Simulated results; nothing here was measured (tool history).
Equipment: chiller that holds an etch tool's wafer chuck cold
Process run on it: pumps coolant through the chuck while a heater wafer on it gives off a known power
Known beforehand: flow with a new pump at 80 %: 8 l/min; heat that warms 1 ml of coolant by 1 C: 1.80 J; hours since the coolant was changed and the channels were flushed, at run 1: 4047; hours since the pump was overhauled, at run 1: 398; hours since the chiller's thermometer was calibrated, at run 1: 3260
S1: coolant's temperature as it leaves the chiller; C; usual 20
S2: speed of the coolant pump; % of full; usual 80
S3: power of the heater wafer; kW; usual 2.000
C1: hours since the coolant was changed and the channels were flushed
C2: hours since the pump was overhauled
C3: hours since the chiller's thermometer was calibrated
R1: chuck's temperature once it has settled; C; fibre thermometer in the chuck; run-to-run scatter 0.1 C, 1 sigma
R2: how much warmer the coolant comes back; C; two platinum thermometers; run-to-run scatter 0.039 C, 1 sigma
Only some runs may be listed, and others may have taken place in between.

{"run": 1, "hour": 0.0, "S1": 20, "S2": 80, "S3": 2.0, "C1": 4047, "C2": 398, "C3": 3260, "R1": 36.5, "R2": 8.33}
{"run": 2, "hour": 50.9, "S1": 27, "S2": 80, "S3": 2.0, "C1": 4097, "C2": 449, "C3": 3311, "R1": 43.4, "R2": 8.37}
{"run": 3, "hour": 106.4, "S1": 27, "S2": 80, "S3": 2.0, "C1": 4153, "C2": 504, "C3": 3366, "R1": 43.7, "R2": 8.43}
{"run": 4, "hour": 164.6, "S1": 11, "S2": 80, "S3": 2.0, "C1": 4211, "C2": 562, "C3": 3425, "R1": 27.5, "R2": 8.33}
{"run": 5, "hour": 198.3, "S1": 11, "S2": 80, "S3": 2.0, "C1": 4245, "C2": 596, "C3": 3458, "R1": 27.8, "R2": 8.4}
{"hour": 252.7, "done": "coolant changed, channels flushed"}
{"run": 6, "hour": 264.1, "S1": 11, "S2": 98, "S3": 2.0, "C1": 11, "C2": 656, "C3": 3518, "R1": 24.2, "R2": 6.73}
{"run": 7, "hour": 306.5, "S1": 11, "S2": 64, "S3": 2.0, "C1": 54, "C2": 698, "C3": 3561, "R1": 28.7, "R2": 10.57}
{"run": 8, "hour": 353.1, "S1": 25, "S2": 89, "S3": 1.205, "C1": 100, "C2": 745, "C3": 3607, "R1": 33.7, "R2": 4.55}
{"run": 9, "hour": 398.4, "S1": 13, "S2": 96, "S3": 1.43, "C1": 146, "C2": 790, "C3": 3653, "R1": 22.9, "R2": 4.93}
{"run": 10, "hour": 454.9, "S1": 13, "S2": 96, "S3": 1.43, "C1": 202, "C2": 847, "C3": 3709, "R1": 23.1, "R2": 4.99}
{"run": 11, "hour": 497.6, "S1": 20, "S2": 80, "S3": 1.225, "C1": 245, "C2": 889, "C3": 3752, "R1": 29.7, "R2": 5.18}
{"run": 12, "hour": 530.6, "S1": 20, "S2": 80, "S3": 1.225, "C1": 278, "C2": 922, "C3": 3785, "R1": 29.7, "R2": 5.19}

Below are 3 alternative next runs, each starting from the tool's condition after run 12. Predict each:
{"run": "A", "hour": 573.3, "S1": 20, "S2": 93, "S3": 2.0, "C1": 321, "C2": 965, "C3": 3827, "R1": "?", "R2": "?"}
{"run": "B", "hour": 573.3, "S1": 12, "S2": 89, "S3": 2.701, "C1": 321, "C2": 965, "C3": 3827, "R1": "?", "R2": "?"}
{"run": "C", "hour": 573.3, "S1": 11, "S2": 97, "S3": 1.134, "C1": 321, "C2": 965, "C3": 3827, "R1": "?", "R2": "?"}

run=A R1=33.9 R2=7.19
run=B R1=31.2 R2=10.25
run=C R1=19.0 R2=3.86
What these runs would have given with no unlogged condition in the tool:
run=A R1=33.1 R2=7.08
run=B R1=30.3 R2=10.09
run=C R1=18.3 R2=3.80
